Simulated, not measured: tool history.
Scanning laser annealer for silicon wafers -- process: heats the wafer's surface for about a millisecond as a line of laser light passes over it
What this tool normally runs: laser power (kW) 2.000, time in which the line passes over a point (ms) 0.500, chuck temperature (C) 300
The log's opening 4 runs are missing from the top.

run   hour  laser power (kW)  time in which the line passes over a point (ms)  chuck temperature (C)  hours of work since the window was cleaned  hours of work since the power meter was calibrated  hours of work since the optics were aligned  highest temperature of the surface (C)
  5   20.9             2.109                                            0.500                    300                                         385                                                  31                                          498                                    1146
  6   25.7             2.000                                            0.500                    300                                         387                                                  33                                          500                                    1092
  7   30.0             2.000                                            0.500                    300                                         389                                                  35                                          502                                    1094
  8   36.5             2.000                                            0.500                    300                                         391                                                  38                                          504                                    1094
  9   44.2             2.000                                            0.500                    300                                         395                                                  41                                          508                                    1089
 10   48.6             2.045                                            0.500                    300                                         396                                                  43                                          509                                    1111
 11   53.9             2.045                                            0.500                    300                                         399                                                  45                                          512                                    1116
 12   58.7             2.045                                            0.500                    300                                         401                                                  47                                          514                                    1113
 13   67.8             2.000                                            0.583                    300                                         405                                                  51                                          517                                    1154
 14   72.7             2.000                                            0.500                    300                                         407                                                  53                                          519                                    1093
 15   79.7             2.000                                            0.500                    300                                         410                                                  56                                          522                                    1093
 16   83.9             2.000                                            0.500                    300                                         411                                                  57                                          524                                    1090
 17   92.7             2.000                                            0.500                    320                                         415                                                  61                                          528                                    1108
 18   97.3             2.000                                            0.500                    320                                         417                                                  63                                          530                                    1112
 19  101.4             1.859                                            0.486                    320                                         419                                                  65                                          531                                    1031
 20  109.7             1.859                                            0.486                    320                                         422                                                  68                                          535                                    1032
 21  115.4             2.000                                            0.500                    314                                         424                                                  71                                          537                                    1105
 22  121.2             2.000                                            0.500                    314                                         427                                                  73                                          540                                    1105
 23  129.8             1.760                                            0.434                    305                                         430                                                  77                                          543                                     935
 24  136.2             2.000                                            0.500                    277                                         433                                                  79                                          546                                    1063

For run 25, what comes out?
 25  140.8             1.880                                            0.409                    308                                         435                                                  81                                          548                                       ?

{"run 25": {"highest temperature of the surface (C)": 972}}
On a tool with no hidden condition, and with the same random variation, this run would have come out at highest temperature of the surface (C) 999.
